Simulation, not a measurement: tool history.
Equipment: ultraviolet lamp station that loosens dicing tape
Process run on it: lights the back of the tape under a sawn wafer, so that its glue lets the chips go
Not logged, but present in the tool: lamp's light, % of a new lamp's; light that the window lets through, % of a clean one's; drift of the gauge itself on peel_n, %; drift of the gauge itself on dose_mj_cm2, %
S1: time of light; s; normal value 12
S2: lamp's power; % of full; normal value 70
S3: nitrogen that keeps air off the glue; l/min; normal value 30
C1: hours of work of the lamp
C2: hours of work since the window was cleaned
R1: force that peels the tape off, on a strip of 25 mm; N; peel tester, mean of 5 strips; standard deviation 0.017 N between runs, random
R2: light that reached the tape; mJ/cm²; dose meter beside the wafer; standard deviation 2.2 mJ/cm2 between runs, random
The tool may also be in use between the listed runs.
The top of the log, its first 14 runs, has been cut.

| run | hour | S1 | S2 | S3 | C1 | C2 | R1 | R2 |
|---|---|---|---|---|---|---|---|---|
| 15 | 175.4 | 12 | 97 | 30 | 619 | 149 | 0.394 | 254 |
| 16 | 184.6 | 12 | 97 | 30 | 626 | 156 | 0.405 | 249 |
| 17 | 203.3 | 12 | 97 | 30 | 640 | 171 | 0.401 | 249 |
| 18 | 218.5 | 12 | 97 | 30 | 652 | 183 | 0.409 | 249 |
| 19 | 229.4 | 12 | 97 | 30 | 661 | 191 | 0.391 | 247 |
| 20 | 242.3 | 12 | 97 | 14 | 671 | 201 | 0.775 | 252 |
| 21 | 255.7 | 7 | 61 | 24 | 682 | 212 | 2.774 | 93 |
|  | 267.3 | lamp changed |
| 22 | 272.9 | 7 | 61 | 24 | 4 | 225 | 2.828 | 96 |
|  | 277.6 | window cleaned of glue's vapour |
| 23 | 290.9 | 12 | 85 | 53 | 18 | 10 | 0.354 | 220 |
| 24 | 310.1 | 11 | 62 | 12 | 33 | 25 | 2.296 | 147 |
| 25 | 324.6 | 6 | 80 | 14 | 45 | 37 | 3.177 | 103 |
| 26 | 340.2 | 6 | 80 | 14 | 57 | 49 | 3.136 | 105 |
| 27 | 350.3 | 6 | 98 | 17 | 65 | 57 | 2.243 | 126 |
| 28 | 366.4 | 11 | 97 | 14 | 77 | 70 | 0.963 | 231 |
| 29 | 385.2 | 11 | 97 | 14 | 92 | 84 | 0.957 | 229 |
| 30 | 398.6 | 11 | 97 | 14 | 102 | 95 | 0.937 | 231 |
| 31 | 414.8 | 11 | 97 | 14 | 115 | 107 | 0.942 | 228 |
| 32 | 430.6 | 11 | 64 | 50 | 128 | 120 | 0.783 | 152 |
| 33 | 447.0 | 8 | 72 | 30 | 140 | 133 | 1.688 | 123 |
| 34 | 466.9 | 8 | 72 | 13 | 156 | 148 | 2.662 | 123 |
| 35 | 476.7 | 12 | 70 | 12 | 164 | 156 | 1.652 | 180 |
| 36 | 488.6 | 12 | 70 | 28 | 173 | 165 | 0.838 | 181 |

Here are 4 independent what-if runs from the current tool condition. What would each one return?
| A | 506.8 | 17 | 92 | 28 | 187 | 180 | ? | ? |
| B | 506.8 | 22 | 81 | 12 | 187 | 180 | ? | ? |
| C | 506.8 | 21 | 72 | 42 | 187 | 180 | ? | ? |
| D | 506.8 | 10 | 66 | 30 | 187 | 180 | ? | ? |

| run | R1 | R2 |
|---|---|---|
| A | 0.243 | 334 |
| B | 0.367 | 382 |
| C | 0.224 | 324 |
| D | 1.305 | 140 |
Without the tool's unlogged condition, the same runs would have read:
| run | R1 | R2 |
|---|---|---|
| A | 0.243 | 335 |
| B | 0.366 | 383 |
| C | 0.223 | 324 |
| D | 1.301 | 140 |
